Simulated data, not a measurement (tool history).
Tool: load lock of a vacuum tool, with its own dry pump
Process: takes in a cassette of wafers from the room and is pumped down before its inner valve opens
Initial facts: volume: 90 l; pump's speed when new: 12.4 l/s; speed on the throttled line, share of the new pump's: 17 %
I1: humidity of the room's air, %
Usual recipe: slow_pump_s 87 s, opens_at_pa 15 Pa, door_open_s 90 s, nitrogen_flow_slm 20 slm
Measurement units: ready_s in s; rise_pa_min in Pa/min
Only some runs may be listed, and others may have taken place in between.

run 1 hour=0.0 | slow_pump_s=87 opens_at_pa=15 door_open_s=90 nitrogen_flow_slm=20 | I1=44.4 | ready_s=138.0 rise_pa_min=0.258
run 2 hour=127.0 | slow_pump_s=87 opens_at_pa=15 door_open_s=90 nitrogen_flow_slm=20 | I1=47.7 | ready_s=138.0 rise_pa_min=0.256
run 3 hour=238.2 | slow_pump_s=87 opens_at_pa=15 door_open_s=90 nitrogen_flow_slm=20 | I1=43.6 | ready_s=138.5 rise_pa_min=0.259
run 4 hour=387.5 | slow_pump_s=87 opens_at_pa=18 door_open_s=90 nitrogen_flow_slm=20 | I1=43.9 | ready_s=137.2 rise_pa_min=0.269
run 5 hour=456.2 | slow_pump_s=87 opens_at_pa=15 door_open_s=90 nitrogen_flow_slm=20 | I1=46.6 | ready_s=139.1 rise_pa_min=0.265
run 6 hour=524.9 | slow_pump_s=87 opens_at_pa=15 door_open_s=90 nitrogen_flow_slm=20 | I1=46.9 | ready_s=137.9 rise_pa_min=0.272
run 7 hour=598.5 | slow_pump_s=87 opens_at_pa=15 door_open_s=31 nitrogen_flow_slm=20 | I1=44.4 | ready_s=138.5 rise_pa_min=0.258
run 8 hour=727.2 | slow_pump_s=87 opens_at_pa=18 door_open_s=90 nitrogen_flow_slm=20 | I1=47.8 | ready_s=137.2 rise_pa_min=0.281
run 9 hour=817.2 | slow_pump_s=87 opens_at_pa=15 door_open_s=90 nitrogen_flow_slm=20 | I1=44.2 | ready_s=138.7 rise_pa_min=0.274
run 10 hour=958.3 | slow_pump_s=87 opens_at_pa=15 door_open_s=90 nitrogen_flow_slm=20 | I1=45.1 | ready_s=138.6 rise_pa_min=0.281
run 11 hour=1084.4 | slow_pump_s=87 opens_at_pa=15 door_open_s=90 nitrogen_flow_slm=20 | I1=47.5 | ready_s=138.6 rise_pa_min=0.289
run 12 hour=1231.1 | slow_pump_s=87 opens_at_pa=15 door_open_s=90 nitrogen_flow_slm=20 | I1=45.5 | ready_s=138.7 rise_pa_min=0.293
run 13 hour=1396.0 | slow_pump_s=87 opens_at_pa=15 door_open_s=90 nitrogen_flow_slm=20 | I1=45.5 | ready_s=139.4 rise_pa_min=0.302
run 14 hour=1481.9 | slow_pump_s=87 opens_at_pa=15 door_open_s=90 nitrogen_flow_slm=20 | I1=42.6 | ready_s=139.2 rise_pa_min=0.309
run 15 hour=1604.3 | slow_pump_s=87 opens_at_pa=15 door_open_s=90 nitrogen_flow_slm=20 | I1=46.4 | ready_s=140.3 rise_pa_min=0.312
run 16 hour=1738.3 | slow_pump_s=87 opens_at_pa=15 door_open_s=90 nitrogen_flow_slm=20 | I1=47.8 | ready_s=139.7 rise_pa_min=0.319
run 17 hour=1824.3 | slow_pump_s=87 opens_at_pa=15 door_open_s=90 nitrogen_flow_slm=20 | I1=45.5 | ready_s=138.2 rise_pa_min=0.322
run 18 hour=1938.7 | slow_pump_s=87 opens_at_pa=15 door_open_s=52 nitrogen_flow_slm=20 | I1=43.0 | ready_s=139.8 rise_pa_min=0.314
run 19 hour=2077.4 | slow_pump_s=87 opens_at_pa=15 door_open_s=52 nitrogen_flow_slm=20 | I1=44.8 | ready_s=139.1 rise_pa_min=0.321
run 20 hour=2191.8 | slow_pump_s=134 opens_at_pa=17 door_open_s=53 nitrogen_flow_slm=9 | I1=44.2 | ready_s=177.1 rise_pa_min=0.333
run 21 hour=2316.9 | slow_pump_s=87 opens_at_pa=13 door_open_s=90 nitrogen_flow_slm=17 | I1=45.1 | ready_s=140.8 rise_pa_min=0.338
run 22 hour=2441.9 | slow_pump_s=148 opens_at_pa=12 door_open_s=114 nitrogen_flow_slm=24 | I1=47.7 | ready_s=191.1 rise_pa_min=0.353
run 23 hour=2539.2 | slow_pump_s=93 opens_at_pa=28 door_open_s=51 nitrogen_flow_slm=4 | I1=49.0 | ready_s=139.2 rise_pa_min=0.352
run 24 hour=2668.2 | slow_pump_s=93 opens_at_pa=28 door_open_s=51 nitrogen_flow_slm=4 | I1=49.0 | ready_s=139.6 rise_pa_min=0.375
run 25 hour=2804.4 | slow_pump_s=87 opens_at_pa=15 door_open_s=29 nitrogen_flow_slm=7 | I1=44.9 | ready_s=139.2 rise_pa_min=0.355
run 26 hour=2930.5 | slow_pump_s=85 opens_at_pa=15 door_open_s=180 nitrogen_flow_slm=7 | I1=43.8 | ready_s=138.4 rise_pa_min=0.396
run 27 hour=3042.9 | slow_pump_s=62 opens_at_pa=15 door_open_s=27 nitrogen_flow_slm=7 | I1=45.0 | ready_s=119.2 rise_pa_min=0.373
run 28 hour=3127.8 | slow_pump_s=87 opens_at_pa=15 door_open_s=53 nitrogen_flow_slm=20 | I1=47.3 | ready_s=140.7 rise_pa_min=0.367
run 29 hour=3295.1 | slow_pump_s=87 opens_at_pa=15 door_open_s=53 nitrogen_flow_slm=4 | I1=44.5 | ready_s=140.5 rise_pa_min=0.386
run 30 hour=3457.3 | slow_pump_s=87 opens_at_pa=15 door_open_s=53 nitrogen_flow_slm=4 | I1=46.8 | ready_s=138.9 rise_pa_min=0.394
run 31 hour=3527.9 | slow_pump_s=81 opens_at_pa=15 door_open_s=220 nitrogen_flow_slm=20 | I1=46.8 | ready_s=135.3 rise_pa_min=0.404
run 32 hour=3599.9 | slow_pump_s=71 opens_at_pa=14 door_open_s=69 nitrogen_flow_slm=5 | I1=44.8 | ready_s=128.1 rise_pa_min=0.399
run 33 hour=3693.5 | slow_pump_s=71 opens_at_pa=14 door_open_s=69 nitrogen_flow_slm=5 | I1=46.8 | ready_s=128.0 rise_pa_min=0.410
run 34 hour=3766.4 | slow_pump_s=61 opens_at_pa=12 door_open_s=90 nitrogen_flow_slm=5 | I1=45.3 | ready_s=121.5 rise_pa_min=0.425
run 35 hour=3851.5 | slow_pump_s=58 opens_at_pa=23 door_open_s=25 nitrogen_flow_slm=5 | I1=45.9 | ready_s=113.1 rise_pa_min=0.406
run 36 hour=3994.0 | slow_pump_s=58 opens_at_pa=23 door_open_s=25 nitrogen_flow_slm=5 | I1=44.5 | ready_s=113.3 rise_pa_min=0.411
run 37 hour=4132.9 | slow_pump_s=58 opens_at_pa=11 door_open_s=25 nitrogen_flow_slm=5 | I1=45.1 | ready_s=119.7 rise_pa_min=0.416
run 38 hour=4205.3 | slow_pump_s=58 opens_at_pa=11 door_open_s=25 nitrogen_flow_slm=5 | I1=45.4 | ready_s=119.3 rise_pa_min=0.423

Hidden state or all else? Some run-to-run changes of ready_s, split into what the settings, what came in and random variation would give without the hidden state, and what is left for the hidden state (with any gauge scatter that isn't in both results):
The hidden state here: pump's speed, % of a new pump's; leak at the door's seal, Pa l/s; drift of the gauge itself on ready_s, %; drift of the gauge itself on rise_pa_min, %.
Run 19 -> 20: slow_pump_s 87 -> 134, opens_at_pa 15 -> 17, door_open_s 52 -> 53, nitrogen_flow_slm 20 -> 9. ready_s +38.0 s: hidden state -0.5, all else +38.5.
Run 21 -> 22: slow_pump_s 87 -> 148, opens_at_pa 13 -> 12, door_open_s 90 -> 114, nitrogen_flow_slm 17 -> 24. ready_s +50.3 s: hidden state -0.6, all else +50.9.
Run 22 -> 23: slow_pump_s 148 -> 93, opens_at_pa 12 -> 28, door_open_s 114 -> 51, nitrogen_flow_slm 24 -> 4. ready_s -51.9 s: hidden state +0.2, all else -52.1.
Run 24 -> 25: slow_pump_s 93 -> 87, opens_at_pa 28 -> 15, door_open_s 51 -> 29, nitrogen_flow_slm 4 -> 7. ready_s -0.4 s: hidden state +0.6, all else -1.0.
Run 36 -> 37: opens_at_pa 23 -> 11. ready_s +6.4 s: hidden state +0.6, all else +5.8.
